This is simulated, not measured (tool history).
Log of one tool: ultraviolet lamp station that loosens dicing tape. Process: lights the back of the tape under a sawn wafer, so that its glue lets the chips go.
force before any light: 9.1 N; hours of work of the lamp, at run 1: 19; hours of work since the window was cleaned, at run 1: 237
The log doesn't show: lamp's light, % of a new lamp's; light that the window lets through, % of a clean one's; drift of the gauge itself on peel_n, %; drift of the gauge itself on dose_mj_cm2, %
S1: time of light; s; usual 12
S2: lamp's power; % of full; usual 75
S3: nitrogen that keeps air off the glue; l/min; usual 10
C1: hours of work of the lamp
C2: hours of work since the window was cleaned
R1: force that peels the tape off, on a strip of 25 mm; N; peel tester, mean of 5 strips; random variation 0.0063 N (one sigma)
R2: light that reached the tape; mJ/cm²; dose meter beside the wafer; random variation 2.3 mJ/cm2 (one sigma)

| run | day | S1 | S2 | S3 | C1 | C2 | R1 | R2 |
|---|---|---|---|---|---|---|---|---|
| 1 | 0.000 | 12 | 75 | 10 | 19 | 237 | 0.251 | 195 |
| 2 | 0.296 | 12 | 82 | 10 | 24 | 241 | 0.186 | 212 |
| 3 | 0.492 | 12 | 82 | 10 | 26 | 244 | 0.184 | 210 |
| 4 | 0.850 | 12 | 75 | 7 | 31 | 249 | 0.344 | 195 |
| 5 | 1.267 | 12 | 75 | 7 | 37 | 254 | 0.345 | 199 |
| 6 | 1.654 | 12 | 75 | 7 | 43 | 260 | 0.344 | 191 |
| 7 | 2.025 | 12 | 75 | 10 | 48 | 265 | 0.254 | 196 |
| 8 | 2.408 | 12 | 75 | 10 | 53 | 271 | 0.255 | 193 |
| 9 | 2.700 | 12 | 75 | 10 | 57 | 275 | 0.255 | 193 |
| 10 | 3.092 | 12 | 75 | 10 | 63 | 280 | 0.255 | 192 |
| 11 | 3.375 | 12 | 75 | 10 | 67 | 284 | 0.255 | 194 |
| 12 | 3.742 | 12 | 75 | 10 | 72 | 289 | 0.253 | 188 |
|  | 3.800 | window cleaned of glue's vapour |
| 13 | 4.029 | 12 | 75 | 7 | 76 | 3 | 0.409 | 185 |
| 14 | 4.250 | 12 | 75 | 10 | 79 | 6 | 0.286 | 186 |
| 15 | 4.583 | 11 | 82 | 3 | 83 | 11 | 0.796 | 187 |
| 16 | 4.817 | 11 | 82 | 3 | 87 | 14 | 0.812 | 188 |
| 17 | 5.188 | 11 | 86 | 3 | 92 | 19 | 0.737 | 193 |
| 18 | 5.454 | 14 | 86 | 3 | 96 | 23 | 0.393 | 245 |
| 19 | 5.917 | 14 | 86 | 3 | 102 | 30 | 0.394 | 243 |
| 20 | 6.133 | 14 | 86 | 3 | 105 | 33 | 0.379 | 242 |
|  | 6.408 | window cleaned of glue's vapour, once more |
| 21 | 6.512 | 12 | 75 | 11 | 110 | 1 | 0.195 | 206 |
| 22 | 6.825 | 21 | 89 | 4 | 115 | 6 | 0.068 | 431 |
| 23 | 7.050 | 21 | 89 | 4 | 118 | 9 | 0.069 | 429 |
| 24 | 7.479 | 21 | 89 | 4 | 124 | 15 | 0.067 | 437 |
| 25 | 7.692 | 21 | 89 | 4 | 127 | 18 | 0.061 | 429 |
| 26 | 7.929 | 21 | 89 | 4 | 130 | 21 | 0.071 | 431 |
| 27 | 8.171 | 8 | 67 | 9 | 134 | 25 | 0.930 | 124 |

Forecast each of these 4 alternatives for the next run:
| A | 8.612 | 8 | 67 | 3 | 140 | 31 | ? | ? |
| B | 8.612 | 15 | 68 | 7 | 140 | 31 | ? | ? |
| C | 8.612 | 18 | 75 | 5 | 140 | 31 | ? | ? |
| D | 8.612 | 13 | 63 | 9 | 140 | 31 | ? | ? |

| run | R1 | R2 |
|---|---|---|
| A | 1.821 | 119 |
| B | 0.191 | 228 |
| C | 0.122 | 310 |
| D | 0.302 | 183 |
Without the tool's hidden state the same runs would have given:
| run | R1 | R2 |
|---|---|---|
| A | 1.720 | 123 |
| B | 0.171 | 237 |
| C | 0.111 | 321 |
| D | 0.272 | 189 |
